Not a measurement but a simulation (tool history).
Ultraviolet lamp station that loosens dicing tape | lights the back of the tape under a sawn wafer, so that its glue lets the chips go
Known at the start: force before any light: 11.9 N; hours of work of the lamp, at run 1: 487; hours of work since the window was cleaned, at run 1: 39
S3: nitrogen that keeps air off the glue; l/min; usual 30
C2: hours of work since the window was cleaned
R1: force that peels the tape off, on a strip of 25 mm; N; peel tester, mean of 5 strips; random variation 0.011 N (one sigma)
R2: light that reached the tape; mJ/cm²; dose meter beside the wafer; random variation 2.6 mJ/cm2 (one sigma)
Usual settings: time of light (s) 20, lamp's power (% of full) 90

Run 1, hour 0: usual settings; hours of work of the lamp 487; C2 39. Result: R1 0.804 N, R2 249 mJ/cm².
Run 2, hour 43.3: usual settings but time of light (s) 34; hours of work of the lamp 517; C2 69. Result: R1 0.298 N, R2 417 mJ/cm².
Run 3, hour 76.5: usual settings; hours of work of the lamp 540; C2 93. Result: R1 0.878 N, R2 242 mJ/cm².
Run 4, hour 114.2: usual settings; hours of work of the lamp 566; C2 119. Result: R1 0.919 N, R2 242 mJ/cm².
Run 5, hour 147: usual settings; hours of work of the lamp 589; C2 142. Result: R1 0.948 N, R2 234 mJ/cm².
Run 6, hour 170.7: usual settings; hours of work of the lamp 605; C2 158. Result: R1 0.935 N, R2 230 mJ/cm².
Run 7, hour 210.6: usual settings but time of light (s) 36, S3 40 l/min; hours of work of the lamp 633; C2 186. Result: R1 0.28 N, R2 406 mJ/cm².
Run 8, hour 254.9: usual settings but time of light (s) 21, lamp's power (% of full) 70, S3 43 l/min; hours of work of the lamp 664; C2 217. Result: R1 1.343 N, R2 185 mJ/cm².
Run 9, hour 288.4: usual settings but S3 22 l/min; hours of work of the lamp 687; C2 240. Result: R1 1.271 N, R2 220 mJ/cm².
Run 10, hour 314.5: usual settings but time of light (s) 18, lamp's power (% of full) 73, S3 15 l/min; hours of work of the lamp 705; C2 258. Result: R1 2.789 N, R2 158 mJ/cm².
Run 11, hour 351: usual settings but time of light (s) 16, lamp's power (% of full) 84, S3 15 l/min; hours of work of the lamp 731; C2 284. Result: R1 2.746 N, R2 159 mJ/cm².
Run 12, hour 391.4: usual settings but time of light (s) 16, lamp's power (% of full) 84, S3 15 l/min; hours of work of the lamp 759; C2 312. Result: R1 2.757 N, R2 156 mJ/cm².

5 ways to go on from here, each from the tool as it stands after run 12. What would each give?
Run A, hour 422.8: usual settings but time of light (s) 16, lamp's power (% of full) 81, S3 15 l/min; hours of work of the lamp 781; C2 334. Result: R1 ?, R2 ?.
Run B, hour 422.8: usual settings but time of light (s) 27, lamp's power (% of full) 98, S3 20 l/min; hours of work of the lamp 781; C2 334. Result: R1 ?, R2 ?.
Run C, hour 422.8: usual settings but lamp's power (% of full) 84, S3 15 l/min; hours of work of the lamp 781; C2 334. Result: R1 ?, R2 ?.
Run D, hour 422.8: usual settings but time of light (s) 21, lamp's power (% of full) 60, S3 27 l/min; hours of work of the lamp 781; C2 334. Result: R1 ?, R2 ?.
Run E, hour 422.8: usual settings but time of light (s) 22; hours of work of the lamp 781; C2 334. Result: R1 ?, R2 ?.

run     R1   R2
  A  3.054  148
  B  0.669  305
  C  2.039  191
  D   2.49  145
  E  1.019  226
Without the tool's hidden state the same runs would have given:
run     R1   R2
  A  1.511  229
  B  0.283  471
  C  0.871  297
  D  1.128  224
  E  0.399  350
